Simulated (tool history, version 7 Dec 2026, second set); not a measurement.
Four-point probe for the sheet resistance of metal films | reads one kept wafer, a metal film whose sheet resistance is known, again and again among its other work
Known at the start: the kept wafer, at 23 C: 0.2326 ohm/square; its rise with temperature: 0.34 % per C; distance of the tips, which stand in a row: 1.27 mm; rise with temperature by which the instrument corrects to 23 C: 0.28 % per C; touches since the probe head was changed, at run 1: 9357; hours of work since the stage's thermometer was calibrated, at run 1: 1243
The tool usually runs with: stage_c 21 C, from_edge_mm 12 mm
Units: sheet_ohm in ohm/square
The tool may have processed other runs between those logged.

run,hour,stage_c,from_edge_mm,touches since the probe head was changed,hours of work since the stage's thermometer was calibrated,sheet_ohm
1,0.0,21,12,9357,1243,0.234000
2,40.4,21,12,10448,1265,0.233873
3,109.6,21,12,12314,1302,0.233865
4,149.7,34,12,13398,1324,0.235427
5,195.8,34,12,14642,1349,0.235454
6,247.2,19,12,16029,1376,0.233602
7,309.2,19,12,17702,1410,0.233476
8,339.0,21,12,18506,1426,0.233661
9,406.2,21,12,20319,1462,0.233885
10,449.7,21,12,21492,1485,0.233687
11,483.3,21,12,22399,1504,0.233699
12,517.6,19,12,23326,1522,0.233428
13,572.9,19,12,24817,1552,0.233393
# hour 578.3: stage's thermometer calibrated
14,620.6,19,12,26090,23,0.233579
15,677.4,21,12,27624,53,0.233770
16,729.8,35,12,29037,82,0.235473
17,773.5,33,12,30218,105,0.235216
# hour 797.6: stage's thermometer calibrated, once more
18,833.7,20,12,31827,19,0.233355
19,885.0,20,12,33213,47,0.233267
20,932.0,21,12,34480,72,0.233330
21,991.9,21,12,36098,105,0.233272
22,1060.1,21,12,37937,141,0.233318
23,1115.8,23,12,39440,171,0.233532
24,1159.1,23,12,40610,195,0.233521
25,1205.5,23,12,41862,220,0.233596
26,1253.7,23,12,43163,246,0.233486
27,1303.3,21,10,44501,272,0.233849
28,1348.4,27,24,45717,297,0.232946
29,1385.0,26,4,46706,316,0.244402
30,1437.1,26,4,48112,345,0.244341
31,1481.9,19,29,49319,369,0.231701
32,1541.4,23,68,50926,401,0.231961
33,1576.9,21,10,51885,420,0.233650
34,1609.8,25,35,52770,438,0.232328
35,1644.3,28,7,53703,456,0.236544
36,1687.9,28,7,54880,480,0.236582
37,1744.4,22,18,56403,510,0.232491
38,1772.3,34,35,57157,525,0.233398
39,1805.1,25,45,58042,543,0.232202
40,1851.9,26,12,59304,568,0.233704
41,1882.5,26,12,60132,585,0.233547
42,1922.3,24,3,61205,606,0.252240
43,1982.6,20,12,62833,639,0.232814
44,2028.0,23,6,64056,663,0.237344

For some of the steps in sheet_ohm from one run to the next: how much would appear even if the tool had no hidden state, given the settings, what came in and random variation, and how much remains for the hidden state plus any gauge scatter that the measured result and the result without hidden state don't share?
Hidden conditions of the tool in this case: inner tips' distance over the nominal, %; tips' flats over new ones', %; wafer's true temperature over the reading, C; drift of the gauge itself on sheet_ohm, %.
Run 13 -> 14: stage's thermometer calibrated. sheet_ohm +0.000186 ohm/square: hidden state +0.000124, all else +0.000062.
Run 17 -> 18: stage_c 33 -> 20, stage's thermometer calibrated, once more. sheet_ohm -0.001861 ohm/square: hidden state -0.000328, all else -0.001533.
Run 30 -> 31: stage_c 26 -> 19, from_edge_mm 4 -> 29. sheet_ohm -0.012640 ohm/square: hidden state +0.000013, all else -0.012653.
Run 41 -> 42: stage_c 26 -> 24, from_edge_mm 12 -> 3. sheet_ohm +0.018693 ohm/square: hidden state -0.000071, all else +0.018764.
Run 42 -> 43: stage_c 24 -> 20, from_edge_mm 3 -> 12. sheet_ohm -0.019426 ohm/square: hidden state +0.000036, all else -0.019462.
